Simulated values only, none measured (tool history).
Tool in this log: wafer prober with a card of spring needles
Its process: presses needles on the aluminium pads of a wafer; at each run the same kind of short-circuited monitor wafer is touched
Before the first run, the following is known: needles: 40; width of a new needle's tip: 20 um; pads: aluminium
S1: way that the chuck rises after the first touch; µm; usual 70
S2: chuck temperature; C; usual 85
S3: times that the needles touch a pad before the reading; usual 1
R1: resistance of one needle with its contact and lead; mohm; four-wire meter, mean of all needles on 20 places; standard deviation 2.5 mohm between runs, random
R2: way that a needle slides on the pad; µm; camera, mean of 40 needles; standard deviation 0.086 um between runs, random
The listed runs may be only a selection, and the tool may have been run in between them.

run,hour,S1,S2,S3,R1,R2
1,0.0,70,85,1,305,16.32
# hour 8.6: tips cleaned on abrasive film
2,8.6,70,85,1,289,16.08
# hour 19.0: tips cleaned on abrasive film
3,19.0,70,85,1,290,16.20
# hour 29.9: tips cleaned on abrasive film
4,29.9,88,85,1,283,20.29
# hour 40.8: tips cleaned on abrasive film
5,41.1,88,85,1,283,20.44
# hour 52.1: tips cleaned on abrasive film
6,53.9,88,85,1,286,20.19
# hour 62.7: tips cleaned on abrasive film
7,64.0,70,85,1,294,16.01
# hour 73.4: tips cleaned on abrasive film
8,76.4,70,85,1,315,16.04
9,82.8,70,39,1,351,16.09
# hour 83.9: tips cleaned on abrasive film
10,93.9,68,85,3,315,15.58
# hour 94.7: tips cleaned on abrasive film
# hour 105.1: tips cleaned on abrasive film
11,106.7,71,85,2,298,16.24
# hour 115.9: tips cleaned on abrasive film
12,116.7,89,59,3,272,20.49
# hour 117.9: height of the first contact set anew
# hour 127.0: tips cleaned on abrasive film
13,130.3,89,59,3,281,20.07
14,136.4,51,55,3,350,10.90
# hour 137.6: tips cleaned on abrasive film
15,143.8,58,121,1,386,12.56
# hour 147.9: tips cleaned on abrasive film
16,152.3,70,49,1,320,15.44
# hour 159.2: tips cleaned on abrasive film
17,164.1,68,41,3,291,14.82

3 options for the next run, each taken on its own from the tool as it stands now. Forecast them:
# hour 169.9: tips cleaned on abrasive film
A,171.4,76,85,2,?,?
# hour 169.9: tips cleaned on abrasive film
B,171.4,70,78,1,?,?
# hour 169.9: tips cleaned on abrasive film
C,171.4,51,85,3,?,?

run,R1,R2
A,294,16.75
B,301,15.39
C,304,10.75
What these runs would have given with no unlogged condition in the tool:
run,R1,R2
A,281,18.14
B,278,16.79
C,284,12.14

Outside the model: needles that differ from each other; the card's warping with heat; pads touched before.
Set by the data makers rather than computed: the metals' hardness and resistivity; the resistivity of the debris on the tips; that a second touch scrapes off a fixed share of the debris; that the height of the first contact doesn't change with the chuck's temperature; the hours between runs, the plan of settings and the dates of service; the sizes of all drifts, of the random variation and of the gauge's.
